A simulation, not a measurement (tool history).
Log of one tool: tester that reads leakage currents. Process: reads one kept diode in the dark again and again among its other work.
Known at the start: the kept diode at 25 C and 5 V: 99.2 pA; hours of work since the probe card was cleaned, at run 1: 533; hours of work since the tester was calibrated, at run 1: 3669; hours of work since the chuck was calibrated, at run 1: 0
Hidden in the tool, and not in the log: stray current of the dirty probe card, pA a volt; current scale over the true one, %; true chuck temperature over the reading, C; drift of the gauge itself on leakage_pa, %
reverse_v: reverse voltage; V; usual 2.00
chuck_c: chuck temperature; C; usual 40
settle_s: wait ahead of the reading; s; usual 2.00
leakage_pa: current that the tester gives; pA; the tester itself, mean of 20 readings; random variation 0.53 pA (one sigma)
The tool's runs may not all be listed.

run,hour,reverse_v,chuck_c,settle_s,hours of work since the probe card was cleaned,hours of work since the tester was calibrated,hours of work since the chuck was calibrated,leakage_pa
1,0.0,2.00,40,2.00,533,3669,0,175.11
# hour 126.9: tester calibrated
2,240.8,2.00,40,6.06,720,89,187,175.08
3,462.6,2.00,40,6.59,894,263,361,175.92
4,620.4,2.00,44,2.00,1018,387,485,228.27
5,743.4,2.00,22,2.00,1114,484,582,48.65
6,996.6,8.13,22,2.00,1313,682,780,102.93
# hour 1220.2: chuck's temperature calibrated
7,1285.4,8.13,22,2.00,1538,907,51,103.18
8,1405.1,8.13,22,2.00,1632,1001,145,103.19
9,1586.4,8.13,22,2.00,1774,1144,287,103.63
10,1703.2,8.13,22,2.00,1866,1235,379,103.53
11,1979.0,2.00,44,0.71,2082,1452,595,228.38
# hour 2132.6: probe card cleaned and baked
12,2193.2,2.00,44,0.71,48,1617,761,229.90
13,2394.1,2.00,47,4.37,205,1775,919,277.71
# hour 2460.9: chuck's temperature calibrated
14,2534.8,10.95,20,1.93,314,1884,58,103.81
15,2818.7,5.04,42,2.82,537,2107,281,328.57
16,3094.2,5.04,42,2.82,753,2323,497,327.43
17,3342.7,5.04,24,1.16,948,2518,692,93.27
18,3480.9,5.19,40,0.60,1056,2626,800,292.99
19,3659.4,2.00,25,2.00,1197,2766,940,60.95

How the hidden state differs across the entries between the runs, from the last listed run before each to the first after it:
Between runs 1 and 2: tester calibrated (hour 126.9)
  stray current of the dirty probe card, pA a volt: 0.024 -> 0.025; current scale over the true one, %: 0.02 -> 0; true chuck temperature over the reading, C: 0 -> 0.01
Between runs 6 and 7: chuck's temperature calibrated (hour 1220.2)
  stray current of the dirty probe card, pA a volt: 0.03 -> 0.031; current scale over the true one, %: 0 -> 0.01; true chuck temperature over the reading, C: 0.02 -> 0
Between runs 11 and 12: probe card cleaned and baked (hour 2132.6)
  stray current of the dirty probe card, pA a volt: 0.035 -> 0.02
Between runs 13 and 14: chuck's temperature calibrated (hour 2460.9)
  stray current of the dirty probe card, pA a volt: 0.021 -> 0.022; true chuck temperature over the reading, C: 0.02 -> 0
